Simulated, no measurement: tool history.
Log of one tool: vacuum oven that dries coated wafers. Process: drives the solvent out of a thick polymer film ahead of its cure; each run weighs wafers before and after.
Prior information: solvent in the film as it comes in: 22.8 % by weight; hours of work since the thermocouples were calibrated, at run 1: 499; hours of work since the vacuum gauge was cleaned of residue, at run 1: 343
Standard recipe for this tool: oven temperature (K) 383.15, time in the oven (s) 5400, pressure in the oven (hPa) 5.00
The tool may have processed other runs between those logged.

| run | hour | oven temperature (K) | time in the oven (s) | pressure in the oven (hPa) | hours of work since the thermocouples were calibrated | hours of work since the vacuum gauge was cleaned of residue | solvent left in the film (%) |
|---|---|---|---|---|---|---|---|
| 1 | 0.0 | 383.15 | 5400 | 5.00 | 499 | 343 | 0.88 |
| 2 | 14.4 | 383.15 | 9120 | 5.00 | 508 | 352 | 0.54 |
| 3 | 28.9 | 376.15 | 5400 | 5.00 | 517 | 361 | 2.18 |
| 4 | 44.4 | 383.15 | 6000 | 5.00 | 527 | 371 | 0.75 |
| 5 | 53.5 | 383.15 | 6000 | 5.00 | 533 | 377 | 0.72 |
| 6 | 64.0 | 383.15 | 6000 | 5.00 | 539 | 383 | 0.74 |
| 7 | 73.5 | 383.15 | 6000 | 4.16 | 545 | 389 | 0.69 |
| 8 | 85.3 | 383.15 | 5400 | 6.29 | 553 | 397 | 1.07 |
| 9 | 97.1 | 383.15 | 5400 | 6.29 | 560 | 404 | 1.05 |
|  | 99.9 | oven's thermocouples calibrated |
| 10 | 108.6 | 383.15 | 5400 | 6.29 | 6 | 410 | 1.01 |
| 11 | 118.6 | 387.15 | 5400 | 5.00 | 12 | 416 | 0.59 |
| 12 | 125.7 | 387.15 | 5400 | 5.00 | 16 | 421 | 0.64 |
| 13 | 138.4 | 378.15 | 3360 | 9.15 | 24 | 429 | 3.99 |
|  | 149.9 | oven's thermocouples calibrated, once more |
| 14 | 154.9 | 383.15 | 4320 | 17.70 | 3 | 438 | 2.61 |
| 15 | 165.9 | 383.15 | 4320 | 17.70 | 10 | 445 | 2.61 |
| 16 | 177.5 | 375.15 | 5400 | 3.13 | 17 | 452 | 2.66 |
| 17 | 191.6 | 375.15 | 5400 | 3.13 | 26 | 461 | 2.59 |
| 18 | 201.2 | 379.15 | 3000 | 3.98 | 32 | 467 | 4.46 |
| 19 | 209.7 | 379.15 | 3000 | 3.98 | 38 | 472 | 4.54 |
| 20 | 222.7 | 394.15 | 5700 | 6.33 | 46 | 480 | 0.53 |
| 21 | 229.9 | 394.15 | 6240 | 2.78 | 50 | 485 | 0.16 |
| 22 | 244.9 | 374.15 | 4260 | 5.00 | 60 | 494 | 4.32 |
| 23 | 258.5 | 374.15 | 4260 | 5.00 | 68 | 503 | 4.35 |

Branching from run 23: 5 alternative next runs. What would each branch give?
| A | 271.4 | 383.15 | 7980 | 7.81 | 76 | 511 | ? |
| B | 271.4 | 392.15 | 5400 | 4.47 | 76 | 511 | ? |
| C | 271.4 | 393.15 | 5400 | 5.00 | 76 | 511 | ? |
| D | 271.4 | 373.15 | 9180 | 3.18 | 76 | 511 | ? |
| E | 271.4 | 377.15 | 4260 | 12.05 | 76 | 511 | ? |

| run | solvent left in the film (%) |
|---|---|
| A | 0.85 |
| B | 0.38 |
| C | 0.47 |
| D | 1.31 |
| E | 3.93 |
Without the tool's hidden state the same runs would have given:
| run | solvent left in the film (%) |
|---|---|
| A | 0.72 |
| B | 0.28 |
| C | 0.37 |
| D | 1.15 |
| E | 3.85 |
